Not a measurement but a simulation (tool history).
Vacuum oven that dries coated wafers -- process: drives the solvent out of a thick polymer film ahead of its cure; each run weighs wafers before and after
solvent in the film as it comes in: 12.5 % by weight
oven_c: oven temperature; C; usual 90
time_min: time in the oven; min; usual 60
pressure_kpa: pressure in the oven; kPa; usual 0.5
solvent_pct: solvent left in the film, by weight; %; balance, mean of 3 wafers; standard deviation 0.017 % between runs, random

run   hour  oven_c  time_min  pressure_kpa  solvent_pct
  1      0      90        60           0.5         1.55
  2   24.3      90        60           0.5         1.54
  3   55.9      90        60           0.5         1.54
  4  105.8      90        60           0.5         1.55
  5  147.8      90        60           0.5         1.51
  6    183      90        60           0.5         1.53
  7  235.1      90        60           0.5         1.53
  8  257.4      96       103         1.314         0.64
  9  279.7      91        38          1.94         3.24
 10  313.5      87        60           0.5         1.88
 11  344.7      87        46         1.034         2.92
 12  366.8     103        60         1.728         0.82
 13  400.7     100        34         0.482         1.83
 14  423.9     102        51         1.942         1.13

For some of the steps in solvent_pct from one run to the next: how much would appear even if the tool had no hidden state, given the settings, what came in and random variation, and how much remains for the hidden state plus any gauge scatter that the measured result and the result without hidden state don't share?
Hidden conditions of the tool in this case: true wafer temperature over the reading, C; true pressure over the reading, kPa; drift of the gauge itself on solvent_pct, %.
Run 8 -> 9: oven_c 96 -> 91, time_min 103 -> 38, pressure_kpa 1.314 -> 1.94. solvent_pct +2.6 %: hidden state -0.22, all else +2.82.

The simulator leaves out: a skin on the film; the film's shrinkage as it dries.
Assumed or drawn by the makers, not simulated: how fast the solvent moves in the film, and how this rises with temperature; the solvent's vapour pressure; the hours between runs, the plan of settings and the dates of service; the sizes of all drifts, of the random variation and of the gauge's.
